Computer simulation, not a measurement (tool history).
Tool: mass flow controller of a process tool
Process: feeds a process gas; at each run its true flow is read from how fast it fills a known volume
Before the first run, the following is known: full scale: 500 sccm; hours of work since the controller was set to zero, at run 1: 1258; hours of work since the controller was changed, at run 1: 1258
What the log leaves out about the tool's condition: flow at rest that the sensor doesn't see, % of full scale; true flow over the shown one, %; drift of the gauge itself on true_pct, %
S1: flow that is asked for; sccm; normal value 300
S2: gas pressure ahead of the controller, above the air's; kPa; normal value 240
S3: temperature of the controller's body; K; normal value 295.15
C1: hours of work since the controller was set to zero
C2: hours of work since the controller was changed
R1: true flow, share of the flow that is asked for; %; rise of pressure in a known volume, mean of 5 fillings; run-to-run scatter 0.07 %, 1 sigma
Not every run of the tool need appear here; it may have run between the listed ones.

run,hour,S1,S2,S3,C1,C2,R1
1,0,300,240,295.15,1258,1258,99.2
2,204.5,300,240,295.15,1353,1353,99.13
3,380.7,300,240,295.15,1435,1435,99.08
4,482.8,300,240,295.15,1482,1482,99.02
5,693.4,300,240,295.15,1580,1580,99.07
6,873.1,300,158,295.15,1663,1663,99.31
7,965.8,300,158,295.15,1706,1706,99.32
8,1091.6,300,158,295.15,1765,1765,99.27
9,1293.3,300,158,295.15,1858,1858,99.29
10,1388.7,300,158,295.15,1902,1902,99.32
11,1584.6,305,240,295.15,1993,1993,99.29
12,1728.7,300,240,306.15,2060,2060,99.96
13,1918.5,300,240,306.15,2148,2148,100.09
14,2061.3,82,240,306.15,2215,2215,97.83
# hour 2075.9: controller's zero set anew
15,2209,82,240,306.15,62,2283,97.38
16,2397.2,82,240,298.15,149,2370,96.51
# hour 2515.5: controller's zero set anew, once more
17,2560.1,82,240,298.15,21,2446,99.32
18,2691.3,82,240,298.15,82,2507,99.12
19,2844.3,300,240,295.15,153,2578,99.78
20,3025.4,300,240,295.15,237,2662,99.66
21,3231.2,300,240,295.15,332,2757,99.8
22,3353.1,300,240,295.15,389,2814,99.55
23,3548,300,240,295.15,479,2904,99.61
24,3733.1,300,240,295.15,565,2990,99.72
25,3888.9,88,146,295.15,638,3063,98.92
26,3982.4,300,257,307.15,681,3106,100.61
27,4068.1,300,247,295.15,721,3146,99.53
28,4154.2,141,270,299.15,761,3186,99.24
29,4252.2,418,240,295.15,806,3231,100.13
30,4437.5,418,240,295.15,892,3317,100.03
31,4599.5,56,188,295.15,967,3393,97.85
32,4773.7,56,191,295.15,1048,3473,97.94
33,4966.3,56,191,295.15,1138,3563,97.68
34,5147.2,300,140,295.15,1222,3647,99.82
35,5284.6,425,240,298.15,1285,3711,100.44
36,5435.8,113,148,295.15,1356,3781,98.74
37,5575.8,300,156,310.15,1421,3846,101.14
38,5744.8,300,156,310.15,1499,3924,100.93
39,5935.9,69,279,311.15,1588,4013,98.93
40,6052.8,309,176,305.15,1642,4067,100.56
41,6207.4,179,240,300.15,1714,4139,99.53
42,6308.7,115,276,300.15,1761,4186,98.91
43,6505.7,300,189,308.15,1852,4278,100.76
44,6615.1,300,189,308.15,1903,4328,100.78
45,6801.3,114,260,305.15,1990,4415,99.1
46,6897.8,154,250,295.15,2034,4460,98.79
47,7042.6,154,250,295.15,2102,4527,98.72

Some steps in R1 between neighbouring runs. How much of each would the tool show without its hidden state too (settings, what came in, random variation), and how much is left for the hidden state, with any gauge scatter that isn't in both results?
Run 13 -> 14: S1 300 -> 82. R1 -2.26 %: hidden state -1.54, all else -0.72.
Run 16 -> 17: controller's zero set anew, once more. R1 +2.81 %: hidden state +2.64, all else +0.17.
Run 36 -> 37: S1 113 -> 300, S2 148 -> 156, S3 295.15 -> 310.15. R1 +2.4 %: hidden state +0.6, all else +1.8.
Run 39 -> 40: S1 69 -> 309, S2 279 -> 176, S3 311.15 -> 305.15. R1 +1.63 %: hidden state +1.43, all else +0.2.
